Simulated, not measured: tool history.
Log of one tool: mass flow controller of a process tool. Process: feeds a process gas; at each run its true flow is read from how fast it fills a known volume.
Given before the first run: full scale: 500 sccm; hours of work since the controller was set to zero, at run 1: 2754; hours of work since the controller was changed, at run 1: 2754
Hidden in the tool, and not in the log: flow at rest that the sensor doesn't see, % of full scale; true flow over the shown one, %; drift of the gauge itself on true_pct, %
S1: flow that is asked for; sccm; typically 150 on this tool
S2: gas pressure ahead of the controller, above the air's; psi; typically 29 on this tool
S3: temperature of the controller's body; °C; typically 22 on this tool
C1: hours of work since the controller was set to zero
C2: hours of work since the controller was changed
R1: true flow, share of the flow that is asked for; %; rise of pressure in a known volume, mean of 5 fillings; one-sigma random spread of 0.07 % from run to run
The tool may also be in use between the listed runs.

run      day   S1    S2  S3    C1    C2     R1
  1        0  150    29  22  2754  2754  98.05
  2    8.217  150    29  22  2867  2867   98.1
  3   13.467  150    29  22  2939  2939  98.04
  4   18.512  289    29  22  3009  3009  98.51
  5   22.979  289    29  22  3070  3070   98.6
  6   26.946  289    29  22  3125  3125  98.62
  7   32.742  150  28.6  22  3204  3204  98.04
  8     36.2  150  28.6  22  3252  3252  98.06
  9    40.05  150  28.6  22  3305  3305  97.96
 10   48.017  150  28.6  22  3414  3414  97.89
 11   52.958  150  28.6  22  3482  3482  97.94
 12   59.992  438    29  22  3579  3579  99.01
 13   64.008  438  22.2  22  3634  3634  98.95
 14   71.412   84    29  22  3736  3736  97.49
 15   76.812   84    29  22  3810  3810  97.51
 16   81.225   59    29  22  3870  3870   97.5
 17   87.788  150    29  25  3961  3961  98.07
 18   91.217  150    29  25  4008  4008  98.11
 19   94.704  150    29  25  4056  4056     98
 20   98.071  150    29  25  4102  4102  98.05
 21  102.533  150  30.2  25  4163  4163  98.11
 22  108.046  150  30.2  25  4239  4239  98.06
 23  116.367  150    29  22  4353  4353  97.67
 24  120.892  150    29  37  4415  4415  99.19
 25  124.875  150    29  37  4470  4470  99.05
 26  131.379  246    29  37  4560  4560  99.45
 27  136.621  246    29  37  4632  4632  99.38
 28  140.554  246  32.1  37  4686  4686  99.53
 29  148.162  150  27.7  24  4790  4790  97.56
     149.075  -- gauge calibrated
 30  154.733  122  39.3  39  4880  4880  99.87
 31  161.342   60  39.3  27  4971  4971  98.49
 32  166.342  298    29  20  5040  5040  98.59
 33  174.321  162    29  26  5150  5150  98.58
 34  181.046  162    29  26  5242  5242  98.51
 35  185.896   88  24.8  25  5309  5309  97.76
 36  192.896  216    29  22  5405  5405  98.25
 37  196.862  496  29.9  22  5459  5459  99.44
 38  200.412   53  30.9  27  5508  5508  97.96
 39  205.958   53  30.9  27  5584  5584  97.97
 40   213.05  115  23.5  21  5682  5682  97.46
 41  219.138  280    29  25  5765  5765  98.62
 42  226.096  280    29  25  5861  5861  98.73
 43  233.921   50    28  22  5969  5969  97.45
 44  240.633  136  20.5  24  6061  6061  97.66
 45  248.733  136  20.5  24  6172  6172  97.65
 46  256.117  136  20.5  22  6274  6274  97.31
 47  261.554  155  21.8  22  6348  6348  97.35
     266.546  -- controller's zero set anew
 48   267.15  111  25.5  26     8  6425  97.67
 49  271.875  111  25.5  26    73  6490  97.63

Forecast each of these 3 alternatives for the next run:
  A  277.538  108  33.6  26  151  6568   ?
  B  277.538   68    29  22  151  6568   ?
  C  277.538  150  36.5  31  151  6568   ?

run     R1
  A  97.86
  B  97.18
  C  98.56
Take away the tool's hidden state, keep each run's random variation, and the runs would have read:
run     R1
  A  98.48
  B   97.8
  C  99.19

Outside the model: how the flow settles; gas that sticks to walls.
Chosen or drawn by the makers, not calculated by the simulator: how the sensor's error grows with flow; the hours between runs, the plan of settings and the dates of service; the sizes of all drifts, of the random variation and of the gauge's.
